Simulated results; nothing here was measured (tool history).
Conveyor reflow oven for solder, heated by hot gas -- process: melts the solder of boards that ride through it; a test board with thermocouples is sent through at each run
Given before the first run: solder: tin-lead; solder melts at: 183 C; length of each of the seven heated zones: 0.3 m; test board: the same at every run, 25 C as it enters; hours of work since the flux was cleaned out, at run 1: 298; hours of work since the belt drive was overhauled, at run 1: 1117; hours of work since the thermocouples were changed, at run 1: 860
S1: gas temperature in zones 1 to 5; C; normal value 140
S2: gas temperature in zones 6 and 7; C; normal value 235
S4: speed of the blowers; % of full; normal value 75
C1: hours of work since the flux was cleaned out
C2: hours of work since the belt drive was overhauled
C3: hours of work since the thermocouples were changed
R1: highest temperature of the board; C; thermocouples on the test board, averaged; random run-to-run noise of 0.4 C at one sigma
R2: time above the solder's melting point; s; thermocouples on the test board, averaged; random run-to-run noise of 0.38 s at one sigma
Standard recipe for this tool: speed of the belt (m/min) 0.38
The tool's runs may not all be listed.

{"run": 1, "hour": 0.0, "S1": 140, "S2": 235, "speed of the belt (m/min)": 0.38, "S4": 75, "C1": 298, "C2": 1117, "C3": 860, "R1": 222.3, "R2": 78.1}
{"run": 2, "hour": 18.3, "S1": 140, "S2": 235, "speed of the belt (m/min)": 0.38, "S4": 75, "C1": 313, "C2": 1132, "C3": 875, "R1": 221.2, "R2": 78.2}
{"run": 3, "hour": 33.7, "S1": 140, "S2": 235, "speed of the belt (m/min)": 0.316, "S4": 75, "C1": 325, "C2": 1144, "C3": 887, "R1": 226.9, "R2": 98.2}
{"hour": 47.8, "done": "belt drive overhauled, speed set with a stopwatch"}
{"run": 4, "hour": 54.4, "S1": 140, "S2": 235, "speed of the belt (m/min)": 0.316, "S4": 75, "C1": 338, "C2": 5, "C3": 900, "R1": 226.7, "R2": 97.1}
{"run": 5, "hour": 69.4, "S1": 140, "S2": 235, "speed of the belt (m/min)": 0.316, "S4": 75, "C1": 350, "C2": 17, "C3": 912, "R1": 225.9, "R2": 97.2}
{"run": 6, "hour": 94.8, "S1": 140, "S2": 235, "speed of the belt (m/min)": 0.316, "S4": 75, "C1": 370, "C2": 37, "C3": 932, "R1": 225.5, "R2": 97.6}
{"run": 7, "hour": 117.9, "S1": 140, "S2": 235, "speed of the belt (m/min)": 0.361, "S4": 75, "C1": 389, "C2": 56, "C3": 950, "R1": 222.7, "R2": 81.8}
{"run": 8, "hour": 141.1, "S1": 140, "S2": 235, "speed of the belt (m/min)": 0.361, "S4": 75, "C1": 407, "C2": 74, "C3": 969, "R1": 222.5, "R2": 81.7}
{"run": 9, "hour": 158.2, "S1": 140, "S2": 235, "speed of the belt (m/min)": 0.38, "S4": 75, "C1": 421, "C2": 88, "C3": 982, "R1": 221, "R2": 75.8}
{"run": 10, "hour": 185.3, "S1": 140, "S2": 235, "speed of the belt (m/min)": 0.38, "S4": 75, "C1": 442, "C2": 109, "C3": 1004, "R1": 221.1, "R2": 75.7}
{"run": 11, "hour": 208.7, "S1": 140, "S2": 235, "speed of the belt (m/min)": 0.353, "S4": 75, "C1": 461, "C2": 128, "C3": 1022, "R1": 223.2, "R2": 83.6}
{"run": 12, "hour": 226.9, "S1": 140, "S2": 229, "speed of the belt (m/min)": 0.38, "S4": 75, "C1": 475, "C2": 142, "C3": 1037, "R1": 215.3, "R2": 70.6}
{"hour": 251.5, "done": "flux residue cleaned out of gas plates and filters"}
{"run": 13, "hour": 255.0, "S1": 140, "S2": 229, "speed of the belt (m/min)": 0.38, "S4": 75, "C1": 3, "C2": 160, "C3": 1055, "R1": 219.1, "R2": 73.9}
{"run": 14, "hour": 281.6, "S1": 140, "S2": 235, "speed of the belt (m/min)": 0.416, "S4": 75, "C1": 24, "C2": 182, "C3": 1076, "R1": 220.7, "R2": 69.8}
{"run": 15, "hour": 295.4, "S1": 140, "S2": 235, "speed of the belt (m/min)": 0.38, "S4": 75, "C1": 35, "C2": 192, "C3": 1087, "R1": 223.8, "R2": 78.3}
{"run": 16, "hour": 317.2, "S1": 140, "S2": 235, "speed of the belt (m/min)": 0.38, "S4": 75, "C1": 52, "C2": 210, "C3": 1105, "R1": 223.7, "R2": 79.1}
{"run": 17, "hour": 332.9, "S1": 140, "S2": 235, "speed of the belt (m/min)": 0.38, "S4": 75, "C1": 65, "C2": 222, "C3": 1117, "R1": 224.1, "R2": 78.2}
{"run": 18, "hour": 347.7, "S1": 140, "S2": 227, "speed of the belt (m/min)": 0.3, "S4": 78, "C1": 76, "C2": 234, "C3": 1129, "R1": 221.7, "R2": 100.9}
{"run": 19, "hour": 369.8, "S1": 140, "S2": 227, "speed of the belt (m/min)": 0.3, "S4": 78, "C1": 94, "C2": 251, "C3": 1146, "R1": 222.3, "R2": 100.3}
{"run": 20, "hour": 383.9, "S1": 139, "S2": 239, "speed of the belt (m/min)": 0.371, "S4": 78, "C1": 105, "C2": 263, "C3": 1157, "R1": 228.4, "R2": 83.3}
{"run": 21, "hour": 400.7, "S1": 139, "S2": 239, "speed of the belt (m/min)": 0.371, "S4": 78, "C1": 118, "C2": 276, "C3": 1171, "R1": 228.3, "R2": 83.6}
{"run": 22, "hour": 417.6, "S1": 139, "S2": 239, "speed of the belt (m/min)": 0.371, "S4": 78, "C1": 132, "C2": 289, "C3": 1184, "R1": 228, "R2": 83.2}
{"run": 23, "hour": 443.5, "S1": 126, "S2": 233, "speed of the belt (m/min)": 0.38, "S4": 75, "C1": 152, "C2": 310, "C3": 1205, "R1": 219.3, "R2": 69.7}
{"run": 24, "hour": 455.9, "S1": 140, "S2": 232, "speed of the belt (m/min)": 0.38, "S4": 72, "C1": 162, "C2": 320, "C3": 1215, "R1": 220.3, "R2": 76}
{"run": 25, "hour": 478.6, "S1": 140, "S2": 232, "speed of the belt (m/min)": 0.38, "S4": 72, "C1": 180, "C2": 338, "C3": 1233, "R1": 218.9, "R2": 75.1}
{"run": 26, "hour": 491.7, "S1": 131, "S2": 232, "speed of the belt (m/min)": 0.38, "S4": 72, "C1": 190, "C2": 348, "C3": 1243, "R1": 218.1, "R2": 69.9}
{"run": 27, "hour": 514.2, "S1": 148, "S2": 235, "speed of the belt (m/min)": 0.435, "S4": 53, "C1": 208, "C2": 366, "C3": 1261, "R1": 213.5, "R2": 61.5}
{"run": 28, "hour": 529.8, "S1": 146, "S2": 235, "speed of the belt (m/min)": 0.435, "S4": 68, "C1": 221, "C2": 378, "C3": 1273, "R1": 218.1, "R2": 65.1}
{"run": 29, "hour": 541.5, "S1": 145, "S2": 239, "speed of the belt (m/min)": 0.428, "S4": 85, "C1": 230, "C2": 388, "C3": 1282, "R1": 225.9, "R2": 72.8}
{"run": 30, "hour": 555.0, "S1": 145, "S2": 239, "speed of the belt (m/min)": 0.428, "S4": 51, "C1": 241, "C2": 398, "C3": 1293, "R1": 215.7, "R2": 63.5}

Predict each of these 5 candidate next runs independently; none follows another, all start after run 30:
{"run": "A", "hour": 581.5, "S1": 140, "S2": 237, "speed of the belt (m/min)": 0.338, "S4": 64, "C1": 262, "C2": 419, "C3": 1314, "R1": "?", "R2": "?"}
{"run": "B", "hour": 581.5, "S1": 129, "S2": 239, "speed of the belt (m/min)": 0.387, "S4": 51, "C1": 262, "C2": 419, "C3": 1314, "R1": "?", "R2": "?"}
{"run": "C", "hour": 581.5, "S1": 130, "S2": 240, "speed of the belt (m/min)": 0.38, "S4": 60, "C1": 262, "C2": 419, "C3": 1314, "R1": "?", "R2": "?"}
{"run": "D", "hour": 581.5, "S1": 140, "S2": 249, "speed of the belt (m/min)": 0.392, "S4": 75, "C1": 262, "C2": 419, "C3": 1314, "R1": "?", "R2": "?"}
{"run": "E", "hour": 581.5, "S1": 132, "S2": 245, "speed of the belt (m/min)": 0.35, "S4": 51, "C1": 262, "C2": 419, "C3": 1314, "R1": "?", "R2": "?"}

run=A R1=225.9 R2=89.8
run=B R1=215.5 R2=63.6
run=C R1=221.8 R2=71.7
run=D R1=233.6 R2=84
run=E R1=225 R2=82.8
Take away the tool's hidden state, keep each run's random variation, and the runs would have read:
run=A R1=226 R2=89.5
run=B R1=215.8 R2=63.8
run=C R1=222.3 R2=71.9
run=D R1=234.2 R2=83.8
run=E R1=225.2 R2=82.5
